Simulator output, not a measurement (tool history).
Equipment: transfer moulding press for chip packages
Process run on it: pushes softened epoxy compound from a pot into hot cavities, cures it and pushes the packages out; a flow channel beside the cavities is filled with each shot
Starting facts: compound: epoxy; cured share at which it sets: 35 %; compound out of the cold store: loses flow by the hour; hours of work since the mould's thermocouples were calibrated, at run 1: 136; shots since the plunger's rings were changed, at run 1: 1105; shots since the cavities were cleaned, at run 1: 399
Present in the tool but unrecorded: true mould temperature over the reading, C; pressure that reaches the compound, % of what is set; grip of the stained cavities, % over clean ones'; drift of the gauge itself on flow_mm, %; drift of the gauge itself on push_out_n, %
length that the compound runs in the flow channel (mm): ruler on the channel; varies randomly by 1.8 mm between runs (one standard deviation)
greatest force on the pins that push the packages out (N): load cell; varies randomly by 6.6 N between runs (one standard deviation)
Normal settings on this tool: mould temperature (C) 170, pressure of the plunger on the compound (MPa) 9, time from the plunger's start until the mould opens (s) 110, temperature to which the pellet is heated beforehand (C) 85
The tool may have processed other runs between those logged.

run	day	mould temperature (C)	pressure of the plunger on the compound (MPa)	time from the plunger's start until the mould opens (s)	temperature to which the pellet is heated beforehand (C)	hours of work since the mould's thermocouples were calibrated	shots since the plunger's rings were changed	shots since the cavities were cleaned	incoming compound's hours out of the cold store	length that the compound runs in the flow channel (mm)	greatest force on the pins that push the packages out (N)
1	0	170	9	110	85	136	1105	399	34.6	564	264
2	0.883	170	10.95	110	85	148	1300	594	25.8	639	268
# day 1.483: cavities cleaned with cleaning compound and waxed
3	1.692	170	10.95	110	85	157	1466	46	21.9	645	267
4	2.55	170	10.95	110	85	168	1656	236	23.4	646	273
5	3.483	170	10.95	110	85	181	1863	443	32.1	625	262
6	3.904	170	10.95	110	85	186	1955	535	10.4	672	268
7	4.654	170	10.95	110	85	196	2121	701	33	623	270
# day 4.762: cavities cleaned with cleaning compound and waxed
8	5.654	170	10.95	110	85	208	2328	197	20.8	651	273
9	6.517	170	10.95	110	80	219	2519	388	34.1	623	280
10	7.329	170	8.48	110	80	229	2699	568	41.2	532	268
# day 8.046: cavities cleaned with cleaning compound and waxed
11	8.308	170	9	110	85	241	2903	59	45.1	549	250
12	8.912	170	9	110	85	249	3036	192	41.4	552	256
13	9.733	170	9	110	85	259	3217	373	42.4	548	269
14	10.292	163	9	110	85	267	3341	497	37	572	409
15	11.125	170	8.25	110	84	277	3526	682	24.9	559	273
# day 11.338: cavities cleaned with cleaning compound and waxed
16	11.783	162	8.25	100	78	285	3657	98	21.8	579	581
17	12.196	162	8.25	100	78	290	3748	189	19.3	581	579
18	13	170	9.64	110	83	301	3926	367	25.4	600	263
19	13.954	170	10.25	108	83	313	4138	579	13	645	288
# day 14.167: plunger's sealing rings changed
# day 14.7: cavities cleaned with cleaning compound and waxed
20	14.7	170	9.77	92	85	321	104	0	14.7	628	396
21	15.504	172	9	110	85	331	282	178	43.2	545	234
22	16.362	172	9	110	85	342	472	368	35.4	558	241
23	16.792	166	7.47	106	85	348	567	463	26.9	532	366
24	17.625	166	7.47	106	92	358	751	647	42.6	504	343
# day 17.983: cavities cleaned with cleaning compound and waxed
25	18.638	165	9	108	85	371	961	144	15.1	611	389
26	19.15	170	9.99	110	85	377	1075	258	14.1	635	281
27	19.742	162	10.58	140	78	385	1206	389	16.4	667	283
28	20.471	170	10.58	100	81	394	1367	550	33.3	612	336

4 ways to go on from here, each from the tool as it stands after run 28. What would each give?
# day 21.283: cavities cleaned with cleaning compound and waxed
A	21.288	170	7.36	94	81	404	1534	1	39.2	?	?
# day 21.283: cavities cleaned with cleaning compound and waxed
B	21.288	170	9	122	85	404	1534	1	25.9	?	?
# day 21.283: cavities cleaned with cleaning compound and waxed
C	21.288	172	7.55	122	81	404	1534	1	24	?	?
# day 21.283: cavities cleaned with cleaning compound and waxed
D	21.288	169	9	137	83	404	1534	1	26.5	?	?

run	length that the compound runs in the flow channel (mm)	greatest force on the pins that push the packages out (N)
A	503	336
B	582	237
C	528	220
D	580	221
Had the tool no hidden state, the same runs would have come out as:
run	length that the compound runs in the flow channel (mm)	greatest force on the pins that push the packages out (N)
A	503	336
B	582	237
C	529	220
D	580	221

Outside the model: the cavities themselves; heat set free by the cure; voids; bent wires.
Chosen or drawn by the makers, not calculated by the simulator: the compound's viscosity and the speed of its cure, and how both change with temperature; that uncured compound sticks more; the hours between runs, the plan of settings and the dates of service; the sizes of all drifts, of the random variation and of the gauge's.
